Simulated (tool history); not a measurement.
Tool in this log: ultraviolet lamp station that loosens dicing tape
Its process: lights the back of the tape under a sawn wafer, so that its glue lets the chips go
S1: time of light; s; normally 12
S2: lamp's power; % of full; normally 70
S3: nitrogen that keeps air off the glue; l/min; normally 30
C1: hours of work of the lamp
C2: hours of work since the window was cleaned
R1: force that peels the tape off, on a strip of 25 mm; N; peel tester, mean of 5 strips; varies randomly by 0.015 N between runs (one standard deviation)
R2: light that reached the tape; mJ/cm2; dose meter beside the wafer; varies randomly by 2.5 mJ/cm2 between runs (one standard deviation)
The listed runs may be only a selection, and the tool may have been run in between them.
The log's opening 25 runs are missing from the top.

{"run": 26, "day": 73.275, "S1": 7, "S2": 83, "S3": 40, "C1": 1789, "C2": 218, "R1": 2.006, "R2": 149}
{"run": 27, "day": 75.338, "S1": 7, "S2": 83, "S3": 40, "C1": 1824, "C2": 253, "R1": 2.081, "R2": 147}
{"run": 28, "day": 78.212, "S1": 7, "S2": 83, "S3": 40, "C1": 1873, "C2": 301, "R1": 2.1, "R2": 145}
{"run": 29, "day": 81.417, "S1": 7, "S2": 83, "S3": 40, "C1": 1927, "C2": 356, "R1": 2.202, "R2": 139}
{"day": 83.217, "done": "lamp changed"}
{"day": 83.238, "done": "window cleaned of glue's vapour"}
{"run": 30, "day": 83.933, "S1": 7, "S2": 83, "S3": 40, "C1": 12, "C2": 12, "R1": 1.212, "R2": 206}
{"run": 31, "day": 85.817, "S1": 19, "S2": 91, "S3": 30, "C1": 44, "C2": 44, "R1": 0.133, "R2": 619}
{"run": 32, "day": 88.829, "S1": 12, "S2": 76, "S3": 30, "C1": 95, "C2": 95, "R1": 0.683, "R2": 323}
{"run": 33, "day": 92.062, "S1": 8, "S2": 76, "S3": 25, "C1": 150, "C2": 150, "R1": 1.763, "R2": 205}
{"run": 34, "day": 94.7, "S1": 12, "S2": 82, "S3": 30, "C1": 194, "C2": 194, "R1": 0.637, "R2": 329}
{"run": 35, "day": 96.562, "S1": 12, "S2": 82, "S3": 30, "C1": 226, "C2": 226, "R1": 0.655, "R2": 325}
{"run": 36, "day": 100.646, "S1": 12, "S2": 82, "S3": 30, "C1": 295, "C2": 295, "R1": 0.698, "R2": 315}
{"run": 37, "day": 102.492, "S1": 12, "S2": 84, "S3": 30, "C1": 326, "C2": 326, "R1": 0.715, "R2": 317}
{"run": 38, "day": 104.171, "S1": 12, "S2": 84, "S3": 30, "C1": 355, "C2": 355, "R1": 0.682, "R2": 314}
{"day": 105.762, "done": "window cleaned of glue's vapour"}
{"run": 39, "day": 106.158, "S1": 14, "S2": 72, "S3": 30, "C1": 388, "C2": 7, "R1": 0.552, "R2": 344}
{"run": 40, "day": 108.067, "S1": 16, "S2": 72, "S3": 22, "C1": 420, "C2": 39, "R1": 0.592, "R2": 388}
{"run": 41, "day": 111.071, "S1": 16, "S2": 72, "S3": 22, "C1": 471, "C2": 90, "R1": 0.615, "R2": 386}
{"run": 42, "day": 113.779, "S1": 16, "S2": 72, "S3": 22, "C1": 517, "C2": 136, "R1": 0.634, "R2": 374}

What if the next run were any one of these 3? Each begins from the tool's condition after run 42:
{"run": "A", "day": 116.096, "S1": 22, "S2": 60, "S3": 30, "C1": 556, "C2": 175, "R1": "?", "R2": "?"}
{"run": "B", "day": 116.096, "S1": 16, "S2": 96, "S3": 25, "C1": 556, "C2": 175, "R1": "?", "R2": "?"}
{"run": "C", "day": 116.096, "S1": 19, "S2": 60, "S3": 30, "C1": 556, "C2": 175, "R1": "?", "R2": "?"}

run=A R1=0.332 R2=421
run=B R1=0.289 R2=491
run=C R1=0.504 R2=366
With no hidden state in the tool, these same runs would have given:
run=A R1=0.230 R2=483
run=B R1=0.205 R2=563
run=C R1=0.355 R2=420
